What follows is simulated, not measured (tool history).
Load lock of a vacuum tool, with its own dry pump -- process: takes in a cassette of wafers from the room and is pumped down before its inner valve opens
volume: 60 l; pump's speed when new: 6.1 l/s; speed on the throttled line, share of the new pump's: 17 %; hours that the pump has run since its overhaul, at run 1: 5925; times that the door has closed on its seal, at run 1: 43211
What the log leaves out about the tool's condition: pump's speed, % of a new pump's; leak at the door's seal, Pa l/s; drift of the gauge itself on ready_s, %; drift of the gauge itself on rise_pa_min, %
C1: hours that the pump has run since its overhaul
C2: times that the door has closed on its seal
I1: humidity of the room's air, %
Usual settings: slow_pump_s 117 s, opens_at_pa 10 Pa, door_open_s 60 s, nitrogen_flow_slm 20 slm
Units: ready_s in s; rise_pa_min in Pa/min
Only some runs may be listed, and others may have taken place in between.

run 1 hour=0 | slow_pump_s=117 opens_at_pa=10 door_open_s=60 nitrogen_flow_slm=20 | C1=5925 C2=43211 | I1=43.5 | ready_s=191.3 rise_pa_min=0.298
run 2 hour=521.5 | slow_pump_s=117 opens_at_pa=10 door_open_s=60 nitrogen_flow_slm=20 | C1=6446 C2=45406 | I1=43.1 | ready_s=192.3 rise_pa_min=0.327
run 3 hour=970.2 | slow_pump_s=117 opens_at_pa=10 door_open_s=60 nitrogen_flow_slm=20 | C1=6895 C2=47294 | I1=45.5 | ready_s=192.1 rise_pa_min=0.338
run 4 hour=1215.1 | slow_pump_s=117 opens_at_pa=10 door_open_s=60 nitrogen_flow_slm=20 | C1=7140 C2=48325 | I1=45.6 | ready_s=193.5 rise_pa_min=0.364
run 5 hour=1495.4 | slow_pump_s=117 opens_at_pa=10 door_open_s=163 nitrogen_flow_slm=20 | C1=7420 C2=49504 | I1=45 | ready_s=190.9 rise_pa_min=0.389
run 6 hour=1973.9 | slow_pump_s=117 opens_at_pa=10 door_open_s=163 nitrogen_flow_slm=20 | C1=7899 C2=51518 | I1=46.6 | ready_s=193.3 rise_pa_min=0.411
run 7 hour=2237.4 | slow_pump_s=117 opens_at_pa=10 door_open_s=163 nitrogen_flow_slm=20 | C1=8162 C2=52627 | I1=43.1 | ready_s=191.5 rise_pa_min=0.427
run 8 hour=2498 | slow_pump_s=117 opens_at_pa=7 door_open_s=163 nitrogen_flow_slm=20 | C1=8423 C2=53723 | I1=44.1 | ready_s=195.8 rise_pa_min=0.446
run 9 hour=2977.2 | slow_pump_s=117 opens_at_pa=10 door_open_s=60 nitrogen_flow_slm=20 | C1=8902 C2=55740 | I1=47.2 | ready_s=194.8 rise_pa_min=0.463
run 10 hour=3420.8 | slow_pump_s=117 opens_at_pa=10 door_open_s=60 nitrogen_flow_slm=20 | C1=9346 C2=57607 | I1=47.1 | ready_s=192.1 rise_pa_min=0.485
run 11 hour=3774.8 | slow_pump_s=117 opens_at_pa=11 door_open_s=60 nitrogen_flow_slm=20 | C1=9700 C2=59096 | I1=42.6 | ready_s=194 rise_pa_min=0.501
run 12 hour=4127.4 | slow_pump_s=117 opens_at_pa=11 door_open_s=60 nitrogen_flow_slm=20 | C1=10052 C2=60580 | I1=43.8 | ready_s=194.2 rise_pa_min=0.522
run 13 hour=4546.2 | slow_pump_s=117 opens_at_pa=11 door_open_s=60 nitrogen_flow_slm=20 | C1=10471 C2=62343 | I1=48.2 | ready_s=193.7 rise_pa_min=0.541
run 14 hour=4830.6 | slow_pump_s=117 opens_at_pa=10 door_open_s=131 nitrogen_flow_slm=20 | C1=10755 C2=63539 | I1=43.9 | ready_s=192.5 rise_pa_min=0.575
run 15 hour=5255.3 | slow_pump_s=117 opens_at_pa=10 door_open_s=131 nitrogen_flow_slm=20 | C1=11180 C2=65327 | I1=45.5 | ready_s=194.4 rise_pa_min=0.603
run 16 hour=5569.9 | slow_pump_s=117 opens_at_pa=10 door_open_s=131 nitrogen_flow_slm=20 | C1=11495 C2=66650 | I1=47.8 | ready_s=193.6 rise_pa_min=0.629
run 17 hour=6058.7 | slow_pump_s=117 opens_at_pa=10 door_open_s=131 nitrogen_flow_slm=20 | C1=11984 C2=68708 | I1=41.4 | ready_s=196.5 rise_pa_min=0.654
run 18 hour=6598.6 | slow_pump_s=117 opens_at_pa=10 door_open_s=60 nitrogen_flow_slm=7 | C1=12524 C2=70980 | I1=40.1 | ready_s=196.3 rise_pa_min=0.692

Run 19, settings as shown, results not yet in. Your forecast:
run 19 hour=7018.7 | slow_pump_s=61 opens_at_pa=10 door_open_s=48 nitrogen_flow_slm=26 | C1=12944 C2=72747 | I1=45.5 | ready_s=? rise_pa_min=?

Run 19 produced ready_s 152.1 s, rise_pa_min 0.7 Pa/min.
Minus the tool's unlogged condition, the same run would have read ready_s 142.8 s, rise_pa_min 0.022 Pa/min.
